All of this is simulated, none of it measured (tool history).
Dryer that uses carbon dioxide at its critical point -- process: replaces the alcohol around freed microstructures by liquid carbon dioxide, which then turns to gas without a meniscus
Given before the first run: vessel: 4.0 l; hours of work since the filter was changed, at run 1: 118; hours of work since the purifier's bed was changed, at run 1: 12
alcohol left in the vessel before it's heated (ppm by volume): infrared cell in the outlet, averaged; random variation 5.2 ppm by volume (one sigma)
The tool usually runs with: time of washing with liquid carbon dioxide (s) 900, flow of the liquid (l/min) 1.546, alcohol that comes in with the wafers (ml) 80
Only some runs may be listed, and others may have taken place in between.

run	hour	time of washing with liquid carbon dioxide (s)	flow of the liquid (l/min)	alcohol that comes in with the wafers (ml)	hours of work since the filter was changed	hours of work since the purifier's bed was changed	alcohol left in the vessel before it's heated (ppm by volume)
1	0.0	900	1.546	80	118	12	158
2	14.5	900	1.546	80	130	23	140
3	36.9	900	1.546	80	147	41	156
4	66.0	900	1.546	80	170	64	177
# hour 88.2: inlet filter changed
5	92.7	900	1.546	80	4	84	101
6	112.0	900	1.546	80	19	99	116
7	137.0	900	1.546	80	39	119	124
8	167.6	900	1.546	24	63	143	51
9	184.0	900	1.546	24	76	156	56
10	197.8	900	1.546	24	86	167	52
11	217.6	900	1.546	20	102	183	33
12	238.7	900	1.546	20	119	199	52
13	253.3	900	1.546	62	130	211	132
14	273.8	900	1.546	62	146	227	136
15	302.4	900	1.546	62	169	249	140
16	322.4	900	1.546	62	185	265	147
# hour 326.4: inlet filter changed
17	343.4	720	1.546	80	13	281	314
18	368.3	1020	1.546	80	33	301	71
19	396.5	1020	1.546	80	55	323	74
20	422.3	900	1.546	80	76	343	146
21	443.6	900	1.546	80	92	360	151
22	471.3	900	1.546	80	114	382	163
23	501.2	900	1.546	80	138	405	171
24	520.9	660	0.950	46	153	421	1311
25	547.4	660	0.950	46	174	442	1302
26	561.1	660	0.950	46	185	453	1381
# hour 566.6: inlet filter changed
27	583.9	660	0.950	46	14	470	1055
28	613.0	1200	1.460	21	37	493	41
29	640.0	720	1.140	80	58	514	977
30	664.2	900	1.060	80	77	533	643
31	684.2	1200	1.546	92	93	549	58
32	716.2	1200	1.546	92	118	574	60
33	733.2	1020	1.470	119	131	588	185
34	761.6	1020	1.470	119	154	610	184
35	782.7	1020	1.690	53	170	627	69
# hour 805.7: inlet filter changed
36	811.7	780	1.370	44	5	649	225
37	831.0	1200	1.546	36	20	664	39
38	859.4	1200	1.546	46	42	686	49
39	880.2	1200	1.546	46	59	703	47
40	909.6	1260	1.710	64	82	726	49
41	933.9	780	1.760	80	101	745	189
42	960.1	780	1.760	80	122	766	194
43	993.9	900	1.760	80	148	792	113
44	1024.0	600	2.320	29	172	816	105
45	1040.5	780	1.810	47	185	829	138
# hour 1043.7: inlet filter changed
46	1075.0	780	1.810	47	25	856	90

Consider 4 possible next runs. They are alternatives, not a sequence: every one starts from the tool as it was left by run 46. What does each give?
A	1105.6	780	1.810	33	49	880	?
B	1105.6	900	1.546	29	49	880	?
C	1105.6	840	1.546	80	49	880	?
D	1105.6	1320	2.090	23	49	880	?

run	alcohol left in the vessel before it's heated (ppm by volume)
A	89
B	89
C	197
D	52
Without the tool's hidden state the same runs would have given:
run	alcohol left in the vessel before it's heated (ppm by volume)
A	42
B	43
C	138
D	11

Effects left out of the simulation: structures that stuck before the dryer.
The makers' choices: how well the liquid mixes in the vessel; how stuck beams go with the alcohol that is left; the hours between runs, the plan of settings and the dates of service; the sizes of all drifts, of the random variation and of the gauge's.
